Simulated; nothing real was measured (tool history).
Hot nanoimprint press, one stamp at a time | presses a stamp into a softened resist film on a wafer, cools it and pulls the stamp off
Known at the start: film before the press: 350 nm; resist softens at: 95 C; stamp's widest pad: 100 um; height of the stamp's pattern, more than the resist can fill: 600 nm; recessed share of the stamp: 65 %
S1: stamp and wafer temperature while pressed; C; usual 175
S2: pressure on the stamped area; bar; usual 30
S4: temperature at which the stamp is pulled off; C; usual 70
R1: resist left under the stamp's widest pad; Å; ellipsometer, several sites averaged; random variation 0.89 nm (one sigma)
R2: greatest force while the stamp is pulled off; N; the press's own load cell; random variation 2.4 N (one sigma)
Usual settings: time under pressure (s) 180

run 1 hour=0 | S1=175 S2=30 time_under_pressure_(s)=180 S4=70 | R1=1683 R2=129
run 2 hour=17.5 | S1=175 S2=30 time_under_pressure_(s)=180 S4=60 | R1=1678 R2=156
run 3 hour=34.9 | S1=175 S2=30 time_under_pressure_(s)=180 S4=60 | R1=1689 R2=154
-- hour=44.6 plate thermocouple calibrated
run 4 hour=48.1 | S1=175 S2=30 time_under_pressure_(s)=180 S4=76 | R1=1738 R2=115
run 5 hour=56.8 | S1=178 S2=30 time_under_pressure_(s)=180 S4=70 | R1=1510 R2=133
run 6 hour=66.9 | S1=178 S2=30 time_under_pressure_(s)=180 S4=70 | R1=1539 R2=137
run 7 hour=78.7 | S1=175 S2=30 time_under_pressure_(s)=180 S4=70 | R1=1729 R2=133
run 8 hour=95.7 | S1=175 S2=30 time_under_pressure_(s)=180 S4=70 | R1=1728 R2=136
run 9 hour=110.8 | S1=175 S2=30 time_under_pressure_(s)=180 S4=70 | R1=1730 R2=139
run 10 hour=125.2 | S1=175 S2=30 time_under_pressure_(s)=180 S4=70 | R1=1748 R2=138
-- hour=131.6 plate thermocouple calibrated, once more
run 11 hour=143.7 | S1=172 S2=30 time_under_pressure_(s)=180 S4=70 | R1=1825 R2=140
run 12 hour=152.5 | S1=172 S2=30 time_under_pressure_(s)=91 S4=70 | R1=2293 R2=138
run 13 hour=169.8 | S1=172 S2=30 time_under_pressure_(s)=91 S4=70 | R1=2257 R2=135
run 14 hour=180.1 | S1=172 S2=35.5 time_under_pressure_(s)=91 S4=70 | R1=2167 R2=140
run 15 hour=196.8 | S1=175 S2=30 time_under_pressure_(s)=180 S4=70 | R1=1624 R2=147
run 16 hour=207.9 | S1=182 S2=19.8 time_under_pressure_(s)=180 S4=70 | R1=1452 R2=146
run 17 hour=217.1 | S1=182 S2=19.8 time_under_pressure_(s)=180 S4=70 | R1=1434 R2=145

Forecast run 18:
run 18 hour=233.5 | S1=182 S2=19.8 time_under_pressure_(s)=180 S4=70 | R1=? R2=?

{"run 18": {"R1": 1450, "R2": 152}}
Without the tool's hidden state the same run would have given R1 1431 Å, R2 112 N.

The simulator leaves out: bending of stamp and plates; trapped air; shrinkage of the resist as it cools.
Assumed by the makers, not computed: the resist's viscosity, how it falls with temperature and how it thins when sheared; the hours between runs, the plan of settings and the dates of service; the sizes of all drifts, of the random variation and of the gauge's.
